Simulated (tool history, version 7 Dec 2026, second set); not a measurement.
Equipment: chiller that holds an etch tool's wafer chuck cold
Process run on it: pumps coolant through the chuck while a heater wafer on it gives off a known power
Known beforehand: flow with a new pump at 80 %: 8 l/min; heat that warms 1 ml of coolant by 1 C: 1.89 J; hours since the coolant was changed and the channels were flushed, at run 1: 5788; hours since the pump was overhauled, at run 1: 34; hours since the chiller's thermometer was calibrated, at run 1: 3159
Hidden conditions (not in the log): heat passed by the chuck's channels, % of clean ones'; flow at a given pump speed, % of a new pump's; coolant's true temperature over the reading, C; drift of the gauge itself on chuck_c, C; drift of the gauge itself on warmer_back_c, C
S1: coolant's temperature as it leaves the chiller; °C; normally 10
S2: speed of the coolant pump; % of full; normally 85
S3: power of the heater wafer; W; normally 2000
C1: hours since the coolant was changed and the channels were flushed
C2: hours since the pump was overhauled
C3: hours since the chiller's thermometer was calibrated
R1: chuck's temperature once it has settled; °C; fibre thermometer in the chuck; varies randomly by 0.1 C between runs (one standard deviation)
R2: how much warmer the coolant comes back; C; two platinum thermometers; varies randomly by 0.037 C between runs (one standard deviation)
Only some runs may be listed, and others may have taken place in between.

run 1 hour=0.0 | S1=10 S2=85 S3=2000 | C1=5788 C2=34 C3=3159 | R1=31.3 R2=7.38
run 2 hour=15.1 | S1=10 S2=85 S3=2193 | C1=5803 C2=50 C3=3174 | R1=33.4 R2=8.08
run 3 hour=48.9 | S1=10 S2=94 S3=2000 | C1=5837 C2=83 C3=3208 | R1=29.7 R2=6.58
run 4 hour=79.6 | S1=10 S2=66 S3=2000 | C1=5868 C2=114 C3=3238 | R1=36.5 R2=9.96
run 5 hour=110.4 | S1=10 S2=66 S3=2000 | C1=5898 C2=145 C3=3269 | R1=36.5 R2=9.92
run 6 hour=126.0 | S1=10 S2=66 S3=2000 | C1=5914 C2=160 C3=3285 | R1=36.4 R2=10.04
-- hour=131.2 chiller's thermometer calibrated
run 7 hour=159.0 | S1=10 S2=66 S3=1002 | C1=5946 C2=192 C3=28 | R1=23.0 R2=4.95
run 8 hour=190.1 | S1=10 S2=66 S3=1002 | C1=5977 C2=224 C3=59 | R1=22.8 R2=4.99
run 9 hour=207.9 | S1=10 S2=66 S3=1002 | C1=5995 C2=241 C3=77 | R1=23.0 R2=5.03
run 10 hour=241.3 | S1=10 S2=66 S3=1002 | C1=6028 C2=275 C3=110 | R1=23.0 R2=4.95
run 11 hour=270.6 | S1=10 S2=85 S3=2257 | C1=6057 C2=304 C3=139 | R1=33.9 R2=8.38
run 12 hour=297.1 | S1=10 S2=94 S3=2000 | C1=6084 C2=331 C3=166 | R1=29.6 R2=6.61
run 13 hour=318.2 | S1=10 S2=77 S3=2000 | C1=6105 C2=352 C3=187 | R1=33.1 R2=8.32
run 14 hour=338.5 | S1=10 S2=85 S3=2000 | C1=6125 C2=372 C3=207 | R1=31.4 R2=7.45
run 15 hour=371.3 | S1=10 S2=85 S3=1308 | C1=6158 C2=405 C3=240 | R1=23.8 R2=4.89
run 16 hour=387.8 | S1=10 S2=80 S3=2000 | C1=6175 C2=421 C3=257 | R1=32.4 R2=7.92
run 17 hour=410.4 | S1=10 S2=99 S3=2510 | C1=6197 C2=444 C3=279 | R1=33.3 R2=7.85
run 18 hour=426.2 | S1=12 S2=71 S3=1164 | C1=6213 C2=460 C3=295 | R1=26.4 R2=5.33
run 19 hour=442.5 | S1=10 S2=89 S3=2000 | C1=6229 C2=476 C3=311 | R1=30.6 R2=7.02
run 20 hour=476.7 | S1=10 S2=89 S3=2000 | C1=6264 C2=510 C3=345 | R1=30.6 R2=7.12
run 21 hour=495.0 | S1=2 S2=87 S3=1864 | C1=6282 C2=528 C3=364 | R1=21.3 R2=6.78
run 22 hour=520.7 | S1=2 S2=87 S3=1864 | C1=6308 C2=554 C3=389 | R1=21.5 R2=6.79
run 23 hour=557.5 | S1=10 S2=94 S3=2000 | C1=6344 C2=591 C3=426 | R1=29.5 R2=6.65
run 24 hour=588.3 | S1=10 S2=94 S3=2000 | C1=6375 C2=622 C3=457 | R1=29.4 R2=6.67
run 25 hour=604.1 | S1=10 S2=94 S3=2000 | C1=6391 C2=638 C3=473 | R1=29.7 R2=6.66
run 26 hour=628.0 | S1=10 S2=94 S3=2000 | C1=6415 C2=661 C3=497 | R1=29.8 R2=6.64
run 27 hour=649.9 | S1=15 S2=85 S3=2000 | C1=6437 C2=683 C3=519 | R1=36.2 R2=7.48
run 28 hour=676.2 | S1=1 S2=70 S3=1509 | C1=6463 C2=710 C3=545 | R1=19.9 R2=6.96
run 29 hour=696.3 | S1=3 S2=67 S3=2157 | C1=6483 C2=730 C3=565 | R1=31.0 R2=10.58
run 30 hour=721.4 | S1=3 S2=67 S3=2157 | C1=6508 C2=755 C3=590 | R1=31.2 R2=10.60
run 31 hour=741.0 | S1=18 S2=64 S3=1949 | C1=6528 C2=774 C3=610 | R1=44.1 R2=10.10

Per-run results on a tool with no hidden state, each run keeping its own random variation:
run=1 R1=29.9 R2=7.37
run=2 R1=31.9 R2=8.07
run=3 R1=28.3 R2=6.57
run=4 R1=34.7 R2=9.95
run=5 R1=34.7 R2=9.91
run=6 R1=34.7 R2=10.03
run=7 R1=22.3 R2=4.94
run=8 R1=22.1 R2=4.98
run=9 R1=22.3 R2=5.02
run=10 R1=22.3 R2=4.94
run=11 R1=32.5 R2=8.36
run=12 R1=28.4 R2=6.59
run=13 R1=31.7 R2=8.29
run=14 R1=30.1 R2=7.42
run=15 R1=23.0 R2=4.87
run=16 R1=31.0 R2=7.89
run=17 R1=31.8 R2=7.81
run=18 R1=25.5 R2=5.31
run=19 R1=29.4 R2=6.98
run=20 R1=29.3 R2=7.08
run=21 R1=20.0 R2=6.74
run=22 R1=20.3 R2=6.75
run=23 R1=28.3 R2=6.61
run=24 R1=28.1 R2=6.63
run=25 R1=28.4 R2=6.62
run=26 R1=28.5 R2=6.59
run=27 R1=34.8 R2=7.42
run=28 R1=18.7 R2=6.91
run=29 R1=29.2 R2=10.50
run=30 R1=29.4 R2=10.52
run=31 R1=42.4 R2=10.03

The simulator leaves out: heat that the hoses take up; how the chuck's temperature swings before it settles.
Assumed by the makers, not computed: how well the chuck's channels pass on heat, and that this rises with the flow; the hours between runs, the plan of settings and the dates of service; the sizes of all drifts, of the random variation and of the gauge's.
